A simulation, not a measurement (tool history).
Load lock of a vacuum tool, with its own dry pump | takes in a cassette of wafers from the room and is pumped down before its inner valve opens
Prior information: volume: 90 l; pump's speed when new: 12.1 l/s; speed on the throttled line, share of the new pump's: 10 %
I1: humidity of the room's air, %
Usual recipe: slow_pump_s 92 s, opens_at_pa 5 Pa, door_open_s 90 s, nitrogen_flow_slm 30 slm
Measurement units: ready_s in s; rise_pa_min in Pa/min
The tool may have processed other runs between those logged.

{"run": 1, "hour": 0.0, "slow_pump_s": 92, "opens_at_pa": 5, "door_open_s": 90, "nitrogen_flow_slm": 30, "I1": 47.3, "ready_s": 157.7, "rise_pa_min": 0.019}
{"run": 2, "hour": 289.2, "slow_pump_s": 92, "opens_at_pa": 5, "door_open_s": 90, "nitrogen_flow_slm": 20, "I1": 46.6, "ready_s": 158.4, "rise_pa_min": 0.028}
{"run": 3, "hour": 519.5, "slow_pump_s": 92, "opens_at_pa": 5, "door_open_s": 90, "nitrogen_flow_slm": 30, "I1": 46.4, "ready_s": 157.5, "rise_pa_min": 0.018}
{"run": 4, "hour": 960.1, "slow_pump_s": 92, "opens_at_pa": 5, "door_open_s": 90, "nitrogen_flow_slm": 30, "I1": 49.3, "ready_s": 156.4, "rise_pa_min": 0.024}
{"run": 5, "hour": 1245.4, "slow_pump_s": 92, "opens_at_pa": 5, "door_open_s": 90, "nitrogen_flow_slm": 30, "I1": 44.1, "ready_s": 157.6, "rise_pa_min": 0.018}
{"run": 6, "hour": 1756.0, "slow_pump_s": 92, "opens_at_pa": 5, "door_open_s": 90, "nitrogen_flow_slm": 30, "I1": 46.2, "ready_s": 155.5, "rise_pa_min": 0.021}
{"run": 7, "hour": 2307.7, "slow_pump_s": 92, "opens_at_pa": 5, "door_open_s": 90, "nitrogen_flow_slm": 30, "I1": 43.6, "ready_s": 156.6, "rise_pa_min": 0.017}
{"run": 8, "hour": 2678.3, "slow_pump_s": 92, "opens_at_pa": 5, "door_open_s": 90, "nitrogen_flow_slm": 30, "I1": 45.2, "ready_s": 156.8, "rise_pa_min": 0.018}
{"run": 9, "hour": 3228.8, "slow_pump_s": 92, "opens_at_pa": 5, "door_open_s": 90, "nitrogen_flow_slm": 30, "I1": 43.1, "ready_s": 157.1, "rise_pa_min": 0.019}
{"run": 10, "hour": 3647.2, "slow_pump_s": 92, "opens_at_pa": 5, "door_open_s": 90, "nitrogen_flow_slm": 30, "I1": 44.1, "ready_s": 156, "rise_pa_min": 0.016}
{"run": 11, "hour": 3909.9, "slow_pump_s": 92, "opens_at_pa": 5, "door_open_s": 90, "nitrogen_flow_slm": 30, "I1": 46.2, "ready_s": 158.3, "rise_pa_min": 0.022}
{"run": 12, "hour": 4395.7, "slow_pump_s": 92, "opens_at_pa": 5, "door_open_s": 90, "nitrogen_flow_slm": 30, "I1": 46.8, "ready_s": 157.7, "rise_pa_min": 0.015}
{"run": 13, "hour": 4793.2, "slow_pump_s": 92, "opens_at_pa": 5, "door_open_s": 90, "nitrogen_flow_slm": 30, "I1": 46, "ready_s": 159.8, "rise_pa_min": 0.018}
{"run": 14, "hour": 5066.5, "slow_pump_s": 92, "opens_at_pa": 5, "door_open_s": 90, "nitrogen_flow_slm": 30, "I1": 41.5, "ready_s": 158.6, "rise_pa_min": 0.014}
{"run": 15, "hour": 5463.5, "slow_pump_s": 92, "opens_at_pa": 5, "door_open_s": 90, "nitrogen_flow_slm": 30, "I1": 43.5, "ready_s": 158.8, "rise_pa_min": 0.02}
{"run": 16, "hour": 5864.5, "slow_pump_s": 92, "opens_at_pa": 5, "door_open_s": 90, "nitrogen_flow_slm": 30, "I1": 44.9, "ready_s": 158.5, "rise_pa_min": 0.019}
{"run": 17, "hour": 6193.2, "slow_pump_s": 92, "opens_at_pa": 5, "door_open_s": 90, "nitrogen_flow_slm": 30, "I1": 43.3, "ready_s": 156.5, "rise_pa_min": 0.022}
{"run": 18, "hour": 6614.5, "slow_pump_s": 92, "opens_at_pa": 4, "door_open_s": 90, "nitrogen_flow_slm": 30, "I1": 46.8, "ready_s": 158.1, "rise_pa_min": 0.021}
{"run": 19, "hour": 7142.2, "slow_pump_s": 92, "opens_at_pa": 4, "door_open_s": 90, "nitrogen_flow_slm": 30, "I1": 43.4, "ready_s": 160.5, "rise_pa_min": 0.016}
{"run": 20, "hour": 7573.8, "slow_pump_s": 165, "opens_at_pa": 5, "door_open_s": 90, "nitrogen_flow_slm": 30, "I1": 43.4, "ready_s": 223, "rise_pa_min": 0.018}
{"run": 21, "hour": 7907.8, "slow_pump_s": 92, "opens_at_pa": 10, "door_open_s": 90, "nitrogen_flow_slm": 30, "I1": 42.2, "ready_s": 152.4, "rise_pa_min": 0.015}
{"run": 22, "hour": 8177.9, "slow_pump_s": 92, "opens_at_pa": 10, "door_open_s": 90, "nitrogen_flow_slm": 30, "I1": 48.2, "ready_s": 154.4, "rise_pa_min": 0.022}
{"run": 23, "hour": 8707.6, "slow_pump_s": 92, "opens_at_pa": 10, "door_open_s": 29, "nitrogen_flow_slm": 30, "I1": 47.2, "ready_s": 150.6, "rise_pa_min": 0.01}
{"run": 24, "hour": 8991.6, "slow_pump_s": 92, "opens_at_pa": 10, "door_open_s": 29, "nitrogen_flow_slm": 30, "I1": 42.2, "ready_s": 152, "rise_pa_min": 0.012}
{"run": 25, "hour": 9237.4, "slow_pump_s": 110, "opens_at_pa": 5, "door_open_s": 108, "nitrogen_flow_slm": 30, "I1": 42.2, "ready_s": 174.4, "rise_pa_min": 0.022}
{"run": 26, "hour": 9608.7, "slow_pump_s": 47, "opens_at_pa": 4, "door_open_s": 142, "nitrogen_flow_slm": 39, "I1": 46.4, "ready_s": 118.1, "rise_pa_min": 0.021}
{"run": 27, "hour": 10076.1, "slow_pump_s": 47, "opens_at_pa": 4, "door_open_s": 142, "nitrogen_flow_slm": 39, "I1": 48.7, "ready_s": 118.1, "rise_pa_min": 0.019}
{"run": 28, "hour": 10453.5, "slow_pump_s": 92, "opens_at_pa": 5, "door_open_s": 70, "nitrogen_flow_slm": 9, "I1": 45.4, "ready_s": 157.7, "rise_pa_min": 0.029}
{"run": 29, "hour": 10873.7, "slow_pump_s": 75, "opens_at_pa": 5, "door_open_s": 41, "nitrogen_flow_slm": 30, "I1": 43, "ready_s": 143, "rise_pa_min": 0.01}
{"run": 30, "hour": 11160.2, "slow_pump_s": 115, "opens_at_pa": 9, "door_open_s": 48, "nitrogen_flow_slm": 30, "I1": 45.7, "ready_s": 173.7, "rise_pa_min": 0.011}
{"run": 31, "hour": 11598.5, "slow_pump_s": 115, "opens_at_pa": 9, "door_open_s": 53, "nitrogen_flow_slm": 30, "I1": 49.2, "ready_s": 173.8, "rise_pa_min": 0.019}
{"run": 32, "hour": 11860.6, "slow_pump_s": 170, "opens_at_pa": 8, "door_open_s": 94, "nitrogen_flow_slm": 30, "I1": 42.8, "ready_s": 223.9, "rise_pa_min": 0.02}
{"run": 33, "hour": 12315.4, "slow_pump_s": 49, "opens_at_pa": 5, "door_open_s": 133, "nitrogen_flow_slm": 6, "I1": 46.1, "ready_s": 120.1, "rise_pa_min": 0.047}
{"run": 34, "hour": 12588.4, "slow_pump_s": 49, "opens_at_pa": 5, "door_open_s": 133, "nitrogen_flow_slm": 6, "I1": 46.4, "ready_s": 118.3, "rise_pa_min": 0.048}
{"run": 35, "hour": 13055.7, "slow_pump_s": 49, "opens_at_pa": 5, "door_open_s": 133, "nitrogen_flow_slm": 6, "I1": 43.2, "ready_s": 118.2, "rise_pa_min": 0.043}

Alternative continuations, all from the tool just after run 35; predict every row:
{"run": "A", "hour": 13402.6, "slow_pump_s": 181, "opens_at_pa": 5, "door_open_s": 74, "nitrogen_flow_slm": 12, "I1": 46, "ready_s": "?", "rise_pa_min": "?"}
{"run": "B", "hour": 13402.6, "slow_pump_s": 92, "opens_at_pa": 5, "door_open_s": 90, "nitrogen_flow_slm": 5, "I1": 41.5, "ready_s": "?", "rise_pa_min": "?"}
{"run": "C", "hour": 13402.6, "slow_pump_s": 92, "opens_at_pa": 5, "door_open_s": 102, "nitrogen_flow_slm": 26, "I1": 47.7, "ready_s": "?", "rise_pa_min": "?"}

run=A ready_s=237.1 rise_pa_min=0.022
run=B ready_s=155.9 rise_pa_min=0.036
run=C ready_s=157.7 rise_pa_min=0.024
With the hidden condition removed and each run's random variation left untouched, the same runs would have given:
run=A ready_s=237.1 rise_pa_min=0.022
run=B ready_s=155.8 rise_pa_min=0.035
run=C ready_s=157.7 rise_pa_min=0.023
